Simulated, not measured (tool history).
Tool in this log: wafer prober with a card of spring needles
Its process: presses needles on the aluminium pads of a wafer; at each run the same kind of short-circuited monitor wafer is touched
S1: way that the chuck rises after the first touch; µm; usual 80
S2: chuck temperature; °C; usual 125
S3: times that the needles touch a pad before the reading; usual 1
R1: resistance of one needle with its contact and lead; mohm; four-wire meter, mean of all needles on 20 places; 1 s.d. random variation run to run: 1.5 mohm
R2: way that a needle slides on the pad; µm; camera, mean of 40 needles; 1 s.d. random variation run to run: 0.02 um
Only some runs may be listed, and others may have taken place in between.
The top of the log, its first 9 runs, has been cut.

{"run": 10, "hour": 66.2, "S1": 80, "S2": 125, "S3": 1, "R1": 187, "R2": 13.39}
{"hour": 71.3, "done": "tips cleaned on abrasive film"}
{"run": 11, "hour": 74.5, "S1": 80, "S2": 125, "S3": 1, "R1": 149, "R2": 13.4}
{"hour": 80.5, "done": "tips cleaned on abrasive film, once more"}
{"run": 12, "hour": 83.9, "S1": 80, "S2": 125, "S3": 1, "R1": 150, "R2": 13.38}
{"run": 13, "hour": 94.4, "S1": 80, "S2": 125, "S3": 1, "R1": 168, "R2": 13.43}
{"run": 14, "hour": 99.1, "S1": 80, "S2": 42, "S3": 1, "R1": 164, "R2": 13.38}
{"run": 15, "hour": 103.8, "S1": 80, "S2": 42, "S3": 1, "R1": 168, "R2": 13.38}
{"run": 16, "hour": 113.4, "S1": 80, "S2": 125, "S3": 2, "R1": 165, "R2": 13.39}
{"hour": 116.0, "done": "tips cleaned on abrasive film"}
{"run": 17, "hour": 124.5, "S1": 80, "S2": 125, "S3": 2, "R1": 154, "R2": 13.37}
{"run": 18, "hour": 130.8, "S1": 80, "S2": 125, "S3": 2, "R1": 159, "R2": 13.4}
{"run": 19, "hour": 137.1, "S1": 100, "S2": 125, "S3": 2, "R1": 153, "R2": 16.82}
{"run": 20, "hour": 144.2, "S1": 63, "S2": 67, "S3": 2, "R1": 176, "R2": 10.52}
{"hour": 151.6, "done": "tips cleaned on abrasive film"}
{"run": 21, "hour": 154.9, "S1": 63, "S2": 67, "S3": 2, "R1": 146, "R2": 10.48}
{"run": 22, "hour": 163.5, "S1": 63, "S2": 67, "S3": 2, "R1": 162, "R2": 10.5}
{"run": 23, "hour": 170.7, "S1": 63, "S2": 67, "S3": 2, "R1": 171, "R2": 10.49}
{"run": 24, "hour": 181.9, "S1": 63, "S2": 67, "S3": 2, "R1": 176, "R2": 10.54}
{"hour": 187.2, "done": "tips cleaned on abrasive film"}
{"run": 25, "hour": 192.7, "S1": 63, "S2": 67, "S3": 2, "R1": 152, "R2": 10.52}

Run 26 comes next. What will it give?
{"run": 26, "hour": 204.0, "S1": 63, "S2": 67, "S3": 2, "R1": "?", "R2": "?"}

Run 26 came out at R1 168 mohm, R2 10.48 µm.
Without the tool's hidden state the same run would have given R1 132 mohm, R2 10.64 µm.

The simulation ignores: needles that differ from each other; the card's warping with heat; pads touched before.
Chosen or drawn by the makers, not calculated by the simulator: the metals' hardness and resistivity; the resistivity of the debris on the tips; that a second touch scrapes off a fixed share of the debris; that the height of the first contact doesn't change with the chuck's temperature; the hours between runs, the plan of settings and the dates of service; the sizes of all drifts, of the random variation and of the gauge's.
